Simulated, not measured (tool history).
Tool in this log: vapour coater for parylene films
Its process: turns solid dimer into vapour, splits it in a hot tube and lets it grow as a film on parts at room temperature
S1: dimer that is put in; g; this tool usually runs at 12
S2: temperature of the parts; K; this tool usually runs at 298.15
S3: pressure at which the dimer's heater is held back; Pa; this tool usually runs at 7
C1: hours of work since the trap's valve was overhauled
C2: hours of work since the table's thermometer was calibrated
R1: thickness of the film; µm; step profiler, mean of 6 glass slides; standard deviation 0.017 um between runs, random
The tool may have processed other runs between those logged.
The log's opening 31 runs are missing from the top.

run 32 day=28.596 | S1=22 S2=292.15 S3=2.26 | C1=137 C2=671 | R1=4.55
run 33 day=29.383 | S1=7 S2=302.15 S3=2.26 | C1=148 C2=682 | R1=1.2
run 34 day=30.167 | S1=7 S2=297.15 S3=2.57 | C1=159 C2=693 | R1=1.28
run 35 day=31.342 | S1=12 S2=309.15 S3=6.03 | C1=174 C2=708 | R1=1.58
run 36 day=32.188 | S1=5 S2=298.15 S3=11.52 | C1=186 C2=720 | R1=0.77
run 37 day=33.179 | S1=5 S2=298.15 S3=11.52 | C1=199 C2=733 | R1=0.78
run 38 day=33.771 | S1=5 S2=298.15 S3=11.52 | C1=207 C2=741 | R1=0.76
run 39 day=34.662 | S1=12 S2=294.15 S3=2.63 | C1=220 C2=754 | R1=2.35
run 40 day=35.838 | S1=8 S2=304.15 S3=11.22 | C1=236 C2=770 | R1=1.1

For run 41, what comes out?
run 41 day=36.512 | S1=12 S2=305.15 S3=7 | C1=245 C2=779 | R1=?

{"run 41": {"R1": 1.69}}
Without the tool's hidden state the same run would have given R1 1.69 µm.

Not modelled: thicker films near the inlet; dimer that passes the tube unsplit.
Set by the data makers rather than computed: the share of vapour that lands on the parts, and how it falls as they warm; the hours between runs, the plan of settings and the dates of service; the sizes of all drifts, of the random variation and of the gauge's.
